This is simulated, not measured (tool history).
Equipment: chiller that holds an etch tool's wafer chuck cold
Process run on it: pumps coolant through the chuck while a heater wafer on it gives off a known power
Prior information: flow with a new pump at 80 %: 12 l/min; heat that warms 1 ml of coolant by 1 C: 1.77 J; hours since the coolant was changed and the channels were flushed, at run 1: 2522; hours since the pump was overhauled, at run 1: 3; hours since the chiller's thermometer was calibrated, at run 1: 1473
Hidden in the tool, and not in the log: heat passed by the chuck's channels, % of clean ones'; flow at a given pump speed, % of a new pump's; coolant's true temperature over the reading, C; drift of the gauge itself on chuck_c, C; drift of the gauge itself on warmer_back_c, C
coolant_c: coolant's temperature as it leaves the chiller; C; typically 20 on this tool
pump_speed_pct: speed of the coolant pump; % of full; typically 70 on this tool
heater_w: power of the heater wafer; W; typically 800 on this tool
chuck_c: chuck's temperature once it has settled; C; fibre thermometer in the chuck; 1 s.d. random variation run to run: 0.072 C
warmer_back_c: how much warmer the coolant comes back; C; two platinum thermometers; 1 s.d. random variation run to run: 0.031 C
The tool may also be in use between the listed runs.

run	hour	coolant_c	pump_speed_pct	heater_w	hours since the coolant was changed and the channels were flushed	hours since the pump was overhauled	hours since the chiller's thermometer was calibrated	chuck_c	warmer_back_c
1	0.0	20	70	800	2522	3	1473	25.60	2.55
2	20.4	20	70	800	2542	23	1493	25.64	2.62
3	39.3	20	70	800	2561	42	1512	25.50	2.62
4	67.8	20	70	800	2590	71	1541	25.57	2.64
5	86.2	20	70	800	2608	89	1559	25.69	2.61
6	112.8	20	70	800	2635	116	1586	25.67	2.59
7	132.9	20	70	800	2655	136	1606	25.68	2.65
8	160.5	20	70	800	2683	163	1634	25.74	2.66
9	179.6	20	70	800	2702	182	1653	25.68	2.63
10	197.7	20	70	800	2720	200	1671	25.48	2.62
11	231.5	20	70	800	2754	234	1704	25.65	2.62
12	245.4	20	94	1029	2767	248	1718	25.68	2.43
13	270.2	11	70	800	2792	273	1743	16.61	2.68
14	285.6	25	99	564	2808	288	1759	27.77	1.31
15	318.2	25	99	564	2840	321	1791	27.84	1.25
16	350.1	14	70	800	2872	353	1823	19.71	2.61
17	374.0	20	61	439	2896	377	1847	23.39	1.67
18	406.9	20	61	439	2929	410	1880	23.31	1.65
19	440.7	17	94	969	2963	443	1914	22.20	2.32
20	470.3	22	95	761	2992	473	1943	26.00	1.82
21	494.0	22	95	761	3016	497	1967	26.07	1.81
22	513.0	22	95	761	3035	516	1986	26.08	1.81

Measured less the same run without the tool's hidden state. The same run-to-run variation is in both; the gauge's scatter may not be:
run	chuck_c
1	+0.02
2	+0.02
3	+0.02
4	+0.02
5	+0.02
6	+0.02
7	+0.02
8	+0.02
9	+0.03
10	+0.03
11	+0.03
12	+0.03
13	+0.02
14	-0.11
15	-0.11
16	+0.02
17	-0.09
18	-0.10
19	+0.02
20	-0.05
21	-0.05
22	-0.05
warmer_back_c: at most 0.01 C away from the measurement, every run.

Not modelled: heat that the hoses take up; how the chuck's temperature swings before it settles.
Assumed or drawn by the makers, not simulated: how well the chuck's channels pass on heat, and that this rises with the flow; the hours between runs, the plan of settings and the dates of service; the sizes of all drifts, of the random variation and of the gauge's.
